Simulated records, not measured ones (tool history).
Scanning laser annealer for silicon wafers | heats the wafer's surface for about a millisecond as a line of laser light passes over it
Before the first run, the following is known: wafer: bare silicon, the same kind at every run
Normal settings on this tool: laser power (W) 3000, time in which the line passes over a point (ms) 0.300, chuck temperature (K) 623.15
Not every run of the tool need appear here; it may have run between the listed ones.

run    hour  laser power (W)  time in which the line passes over a point (ms)  chuck temperature (K)  highest temperature of the surface (K)
  1     0.0             3000                                            0.300                 623.15                                 1370.15
  2    32.1             3000                                            0.300                 623.15                                 1372.15
  3    51.3             3000                                            0.300                 623.15                                 1368.15
       63.0  -- optics aligned, line set to its width
  4    96.0             2565                                            0.300                 623.15                                 1272.15
  5   116.5             2565                                            0.300                 623.15                                 1270.15
  6   153.0             3000                                            0.300                 623.15                                 1384.15
  7   192.7             3000                                            0.300                 623.15                                 1377.15
  8   235.1             3000                                            0.300                 623.15                                 1382.15
  9   255.9             3000                                            0.300                 623.15                                 1381.15
 10   277.6             3000                                            0.300                 623.15                                 1377.15
 11   314.7             2551                                            0.300                 623.15                                 1266.15
 12   334.2             2551                                            0.300                 623.15                                 1264.15
 13   372.7             3000                                            0.300                 623.15                                 1378.15
 14   403.3             3000                                            0.300                 623.15                                 1378.15
 15   435.9             3000                                            0.300                 623.15                                 1379.15
 16   457.1             3000                                            0.300                 623.15                                 1378.15
 17   481.6             3000                                            0.345                 623.15                                 1434.15
 18   508.6             2918                                            0.300                 623.15                                 1353.15
 19   527.7             2918                                            0.300                 623.15                                 1355.15
 20   548.2             2918                                            0.300                 623.15                                 1353.15
 21   580.1             2918                                            0.300                 623.15                                 1356.15
 22   605.9             2680                                            0.273                 629.15                                 1265.15
 23   637.2             2681                                            0.300                 629.15                                 1296.15
 24   668.8             3119                                            0.300                 652.15                                 1431.15
 25   701.4             3119                                            0.300                 598.15                                 1379.15
 26   741.6             3119                                            0.300                 598.15                                 1376.15
 27   775.1             3214                                            0.300                 636.15                                 1438.15
 28   800.0             2723                                            0.300                 620.15                                 1295.15
 29   839.0             3000                                            0.294                 656.15                                 1393.15
 30   863.5             3000                                            0.294                 656.15                                 1395.15
 31   907.0             2590                                            0.355                 586.15                                 1286.15
 32   926.7             3000                                            0.218                 623.15                                 1247.15
 33   959.3             3000                                            0.218                 588.15                                 1210.15
 34   984.0             3087                                            0.342                 588.15                                 1407.15
 35  1016.8             2868                                            0.300                 583.15                                 1291.15
 36  1050.3             2757                                            0.261                 594.15                                 1225.15
 37  1068.3             2757                                            0.261                 594.15                                 1225.15
 38  1101.1             2951                                            0.312                 623.15                                 1367.15
 39  1142.7             2751                                            0.258                 623.15                                 1244.15
 40  1184.5             2634                                            0.300                 623.15                                 1270.15
 41  1221.3             2634                                            0.300                 623.15                                 1264.15

3 options for the next run, each taken on its own from the tool as it stands now. Forecast them:
  A  1262.2             2708                                            0.300                 641.15                                       ?
  B  1262.2             2555                                            0.217                 646.15                                       ?
  C  1262.2             2810                                            0.304                 593.15                                       ?

run  highest temperature of the surface (K)
  A                                 1305.15
  B                                 1173.15
  C                                 1286.15
With no hidden state in the tool, these same runs would have given:
run  highest temperature of the surface (K)
  A                                 1329.15
  B                                 1192.15
  C                                 1311.15
